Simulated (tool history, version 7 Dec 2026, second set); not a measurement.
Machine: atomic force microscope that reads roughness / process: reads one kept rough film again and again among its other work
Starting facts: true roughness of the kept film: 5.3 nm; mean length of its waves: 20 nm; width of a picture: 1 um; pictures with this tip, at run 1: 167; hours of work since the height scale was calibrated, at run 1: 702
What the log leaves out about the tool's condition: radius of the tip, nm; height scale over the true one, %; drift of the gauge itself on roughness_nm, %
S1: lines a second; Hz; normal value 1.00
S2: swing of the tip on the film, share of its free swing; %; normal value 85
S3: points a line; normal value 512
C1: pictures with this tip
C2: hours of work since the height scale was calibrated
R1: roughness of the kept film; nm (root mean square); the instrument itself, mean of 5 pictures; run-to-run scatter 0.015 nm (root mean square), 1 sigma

run 1 hour=0.0 | S1=1.00 S2=85 S3=512 | C1=167 C2=702 | R1=3.724
run 2 hour=42.5 | S1=1.95 S2=85 S3=512 | C1=238 C2=723 | R1=3.397
run 3 hour=87.1 | S1=1.00 S2=85 S3=512 | C1=312 C2=746 | R1=3.710
-- hour=131.0 new tip fitted
run 4 hour=131.0 | S1=1.00 S2=85 S3=512 | C1=0 C2=768 | R1=3.721
run 5 hour=190.0 | S1=1.00 S2=85 S3=512 | C1=98 C2=798 | R1=3.716
run 6 hour=241.2 | S1=1.00 S2=85 S3=512 | C1=184 C2=824 | R1=3.700
run 7 hour=299.2 | S1=1.00 S2=85 S3=512 | C1=280 C2=854 | R1=3.733
run 8 hour=339.5 | S1=1.00 S2=85 S3=512 | C1=348 C2=875 | R1=3.697
-- hour=361.9 new tip fitted
run 9 hour=400.3 | S1=0.68 S2=85 S3=512 | C1=64 C2=905 | R1=3.809
run 10 hour=431.8 | S1=1.00 S2=85 S3=512 | C1=117 C2=921 | R1=3.723
run 11 hour=477.0 | S1=1.00 S2=85 S3=512 | C1=192 C2=945 | R1=3.701
run 12 hour=503.8 | S1=1.00 S2=85 S3=512 | C1=237 C2=958 | R1=3.732
run 13 hour=539.1 | S1=1.00 S2=60 S3=512 | C1=296 C2=976 | R1=4.032
-- hour=590.6 new tip fitted
run 14 hour=593.8 | S1=1.00 S2=60 S3=512 | C1=5 C2=1004 | R1=4.024
run 15 hour=656.6 | S1=1.00 S2=85 S3=512 | C1=110 C2=1036 | R1=3.713
run 16 hour=697.6 | S1=1.00 S2=85 S3=512 | C1=178 C2=1057 | R1=3.726
run 17 hour=761.7 | S1=1.29 S2=85 S3=512 | C1=286 C2=1090 | R1=3.641
run 18 hour=792.6 | S1=1.00 S2=85 S3=512 | C1=337 C2=1105 | R1=3.710
-- hour=818.1 new tip fitted
run 19 hour=845.2 | S1=1.00 S2=85 S3=512 | C1=45 C2=1132 | R1=3.727
run 20 hour=903.4 | S1=1.00 S2=85 S3=512 | C1=142 C2=1162 | R1=3.718
run 21 hour=965.4 | S1=1.00 S2=85 S3=512 | C1=246 C2=1193 | R1=3.741
run 22 hour=1000.0 | S1=1.00 S2=85 S3=512 | C1=303 C2=1211 | R1=3.712
-- hour=1048.1 new tip fitted
run 23 hour=1060.4 | S1=1.00 S2=85 S3=512 | C1=20 C2=1242 | R1=3.722
run 24 hour=1091.3 | S1=1.00 S2=85 S3=512 | C1=72 C2=1257 | R1=3.716
-- hour=1115.7 height scale calibrated on a step standard
run 25 hour=1125.1 | S1=1.00 S2=85 S3=512 | C1=127 C2=5 | R1=3.746
run 26 hour=1184.3 | S1=1.00 S2=85 S3=512 | C1=225 C2=35 | R1=3.721
run 27 hour=1238.8 | S1=1.00 S2=85 S3=512 | C1=316 C2=63 | R1=3.689
-- hour=1278.9 new tip fitted
run 28 hour=1298.3 | S1=1.09 S2=76 S3=896 | C1=33 C2=93 | R1=3.898
run 29 hour=1324.9 | S1=1.09 S2=76 S3=896 | C1=77 C2=107 | R1=3.876
run 30 hour=1375.5 | S1=1.09 S2=76 S3=896 | C1=161 C2=132 | R1=3.850
run 31 hour=1438.9 | S1=1.00 S2=85 S3=287 | C1=267 C2=165 | R1=3.636
run 32 hour=1487.1 | S1=1.00 S2=71 S3=287 | C1=348 C2=189 | R1=3.862
-- hour=1511.7 new tip fitted
run 33 hour=1547.0 | S1=1.00 S2=85 S3=292 | C1=59 C2=220 | R1=3.682
run 34 hour=1605.2 | S1=1.79 S2=85 S3=361 | C1=156 C2=249 | R1=3.407
run 35 hour=1663.7 | S1=1.79 S2=85 S3=424 | C1=253 C2=279 | R1=3.427
run 36 hour=1693.4 | S1=1.79 S2=85 S3=424 | C1=303 C2=294 | R1=3.408
run 37 hour=1721.4 | S1=0.78 S2=86 S3=876 | C1=350 C2=309 | R1=3.808
-- hour=1739.8 new tip fitted
run 38 hour=1778.3 | S1=0.93 S2=85 S3=686 | C1=64 C2=337 | R1=3.771
run 39 hour=1835.5 | S1=0.93 S2=85 S3=686 | C1=159 C2=367 | R1=3.755
run 40 hour=1875.1 | S1=0.98 S2=58 S3=473 | C1=225 C2=387 | R1=4.027
run 41 hour=1931.1 | S1=2.78 S2=85 S3=422 | C1=319 C2=415 | R1=3.098
-- hour=1970.2 new tip fitted
run 42 hour=1980.0 | S1=1.06 S2=60 S3=912 | C1=17 C2=440 | R1=4.047
run 43 hour=2023.5 | S1=1.06 S2=60 S3=912 | C1=89 C2=462 | R1=4.079
run 44 hour=2062.3 | S1=1.20 S2=59 S3=569 | C1=154 C2=482 | R1=4.014
run 45 hour=2104.4 | S1=1.20 S2=59 S3=569 | C1=224 C2=504 | R1=4.025
run 46 hour=2136.2 | S1=0.70 S2=77 S3=569 | C1=277 C2=520 | R1=3.941
run 47 hour=2182.0 | S1=2.08 S2=83 S3=569 | C1=354 C2=543 | R1=3.404
-- hour=2201.4 new tip fitted
run 48 hour=2232.0 | S1=1.34 S2=66 S3=269 | C1=51 C2=568 | R1=3.848
run 49 hour=2264.7 | S1=1.34 S2=66 S3=269 | C1=106 C2=585 | R1=3.837
run 50 hour=2303.1 | S1=3.99 S2=66 S3=269 | C1=170 C2=605 | R1=3.455
run 51 hour=2366.9 | S1=3.99 S2=66 S3=269 | C1=276 C2=637 | R1=3.480
run 52 hour=2412.0 | S1=3.99 S2=66 S3=269 | C1=352 C2=660 | R1=3.478
-- hour=2432.0 new tip fitted
run 53 hour=2466.7 | S1=1.32 S2=80 S3=567 | C1=58 C2=688 | R1=3.744

Here are 3 independent what-if runs from the current tool condition. What would each one return?
run A hour=2528.8 | S1=1.03 S2=75 S3=903 | C1=162 C2=720 | R1=?
run B hour=2528.8 | S1=1.54 S2=80 S3=567 | C1=162 C2=720 | R1=?
run C hour=2528.8 | S1=0.53 S2=67 S3=391 | C1=162 C2=720 | R1=?

run=A R1=3.918
run=B R1=3.632
run=C R1=4.022
Without the tool's unlogged condition, the same runs would have read:
run=A R1=3.924
run=B R1=3.638
run=C R1=4.028
